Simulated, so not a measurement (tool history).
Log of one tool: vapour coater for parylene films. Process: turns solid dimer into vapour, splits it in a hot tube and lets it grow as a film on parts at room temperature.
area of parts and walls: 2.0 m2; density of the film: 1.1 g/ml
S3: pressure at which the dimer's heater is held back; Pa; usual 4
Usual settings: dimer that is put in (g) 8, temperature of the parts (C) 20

{"run": 1, "day": 0.0, "dimer that is put in (g)": 8, "temperature of the parts (C)": 20, "S3": 4, "thickness of the film (µm)": 1.6}
{"run": 2, "day": 2.829, "dimer that is put in (g)": 8, "temperature of the parts (C)": 20, "S3": 4, "thickness of the film (µm)": 1.6}
{"run": 3, "day": 4.5, "dimer that is put in (g)": 8, "temperature of the parts (C)": 20, "S3": 4, "thickness of the film (µm)": 1.59}
{"run": 4, "day": 6.142, "dimer that is put in (g)": 8, "temperature of the parts (C)": 20, "S3": 4, "thickness of the film (µm)": 1.55}
{"run": 5, "day": 8.829, "dimer that is put in (g)": 8, "temperature of the parts (C)": 20, "S3": 4, "thickness of the film (µm)": 1.55}
{"run": 6, "day": 10.592, "dimer that is put in (g)": 8, "temperature of the parts (C)": 20, "S3": 4.99, "thickness of the film (µm)": 1.47}
{"run": 7, "day": 12.721, "dimer that is put in (g)": 8, "temperature of the parts (C)": 20, "S3": 7.05, "thickness of the film (µm)": 1.51}
{"run": 8, "day": 14.175, "dimer that is put in (g)": 8, "temperature of the parts (C)": 20, "S3": 7.05, "thickness of the film (µm)": 1.48}
{"run": 9, "day": 15.646, "dimer that is put in (g)": 8, "temperature of the parts (C)": 20, "S3": 7.05, "thickness of the film (µm)": 1.48}
{"run": 10, "day": 16.983, "dimer that is put in (g)": 8, "temperature of the parts (C)": 20, "S3": 7.05, "thickness of the film (µm)": 1.48}
{"run": 11, "day": 18.275, "dimer that is put in (g)": 8, "temperature of the parts (C)": 20, "S3": 7.05, "thickness of the film (µm)": 1.48}
{"run": 12, "day": 20.942, "dimer that is put in (g)": 8, "temperature of the parts (C)": 20, "S3": 7.05, "thickness of the film (µm)": 1.43}
{"run": 13, "day": 22.675, "dimer that is put in (g)": 6, "temperature of the parts (C)": 20, "S3": 7.05, "thickness of the film (µm)": 1.07}
{"run": 14, "day": 25.079, "dimer that is put in (g)": 8, "temperature of the parts (C)": 20, "S3": 11.23, "thickness of the film (µm)": 1.29}
{"run": 15, "day": 26.483, "dimer that is put in (g)": 8, "temperature of the parts (C)": 20, "S3": 11.23, "thickness of the film (µm)": 1.28}
{"run": 16, "day": 29.079, "dimer that is put in (g)": 8, "temperature of the parts (C)": 20, "S3": 11.23, "thickness of the film (µm)": 1.26}
{"run": 17, "day": 30.508, "dimer that is put in (g)": 8, "temperature of the parts (C)": 20, "S3": 11.23, "thickness of the film (µm)": 1.23}
{"run": 18, "day": 32.446, "dimer that is put in (g)": 10, "temperature of the parts (C)": 20, "S3": 10.94, "thickness of the film (µm)": 1.72}
{"run": 19, "day": 35.179, "dimer that is put in (g)": 10, "temperature of the parts (C)": 20, "S3": 10.94, "thickness of the film (µm)": 1.66}
{"run": 20, "day": 36.975, "dimer that is put in (g)": 10, "temperature of the parts (C)": 20, "S3": 10.94, "thickness of the film (µm)": 1.65}
{"run": 21, "day": 39.658, "dimer that is put in (g)": 10, "temperature of the parts (C)": 27, "S3": 3.82, "thickness of the film (µm)": 1.52}
{"run": 22, "day": 40.962, "dimer that is put in (g)": 8, "temperature of the parts (C)": 21, "S3": 5.89, "thickness of the film (µm)": 1.42}
{"run": 23, "day": 43.117, "dimer that is put in (g)": 8, "temperature of the parts (C)": 21, "S3": 5.89, "thickness of the film (µm)": 1.43}
{"run": 24, "day": 45.054, "dimer that is put in (g)": 3, "temperature of the parts (C)": 22, "S3": 2.15, "thickness of the film (µm)": 0.68}
{"run": 25, "day": 47.879, "dimer that is put in (g)": 10, "temperature of the parts (C)": 20, "S3": 5.57, "thickness of the film (µm)": 1.99}
{"run": 26, "day": 49.662, "dimer that is put in (g)": 10, "temperature of the parts (C)": 23, "S3": 10.94, "thickness of the film (µm)": 1.55}
{"run": 27, "day": 51.567, "dimer that is put in (g)": 10, "temperature of the parts (C)": 23, "S3": 10.94, "thickness of the film (µm)": 1.52}
{"run": 28, "day": 52.862, "dimer that is put in (g)": 10, "temperature of the parts (C)": 23, "S3": 10.94, "thickness of the film (µm)": 1.52}
{"run": 29, "day": 54.617, "dimer that is put in (g)": 10, "temperature of the parts (C)": 23, "S3": 10.94, "thickness of the film (µm)": 1.5}
{"run": 30, "day": 56.758, "dimer that is put in (g)": 6, "temperature of the parts (C)": 14, "S3": 3.44, "thickness of the film (µm)": 1.67}
{"run": 31, "day": 59.054, "dimer that is put in (g)": 12, "temperature of the parts (C)": 20, "S3": 11.58, "thickness of the film (µm)": 2.03}
{"run": 32, "day": 61.546, "dimer that is put in (g)": 12, "temperature of the parts (C)": 20, "S3": 11.58, "thickness of the film (µm)": 1.98}
{"run": 33, "day": 64.029, "dimer that is put in (g)": 12, "temperature of the parts (C)": 20, "S3": 11.58, "thickness of the film (µm)": 1.94}

Not shown: 4 entries that the log had between the listed runs. Between which runs, and how does the tool's hidden state differ before and after?
Between runs 6 and 7: trap's valve overhauled (day 12.412)
  vapour lost through the trap's worn valve, %: 9.5 -> 0.3; true temperature of the parts over the reading, C: 0.95 -> 0.97
  measured less the result without the state, thickness of the film (µm): -0.22 -> -0.07
Between runs 11 and 12: table's thermometer calibrated (day 18.488)
  vapour lost through the trap's worn valve, %: 1.8 -> 2.5; true temperature of the parts over the reading, C: 1.04 -> 1.63
  measured less the result without the state, thickness of the film (µm): -0.09 -> -0.14
Between runs 17 and 18: table's thermometer calibrated, once more (day 32.188)
  vapour lost through the trap's worn valve, %: 5.2 -> 5.7; true temperature of the parts over the reading, C: 1.75 -> 0.1
  measured less the result without the state, thickness of the film (µm): -0.17 -> -0.11
Between runs 23 and 24: trap's valve overhauled (day 44.804)
  vapour lost through the trap's worn valve, %: 8.5 -> 0.6; true temperature of the parts over the reading, C: 0.23 -> 0.25
  measured less the result without the state, thickness of the film (µm): -0.15 -> -0.01
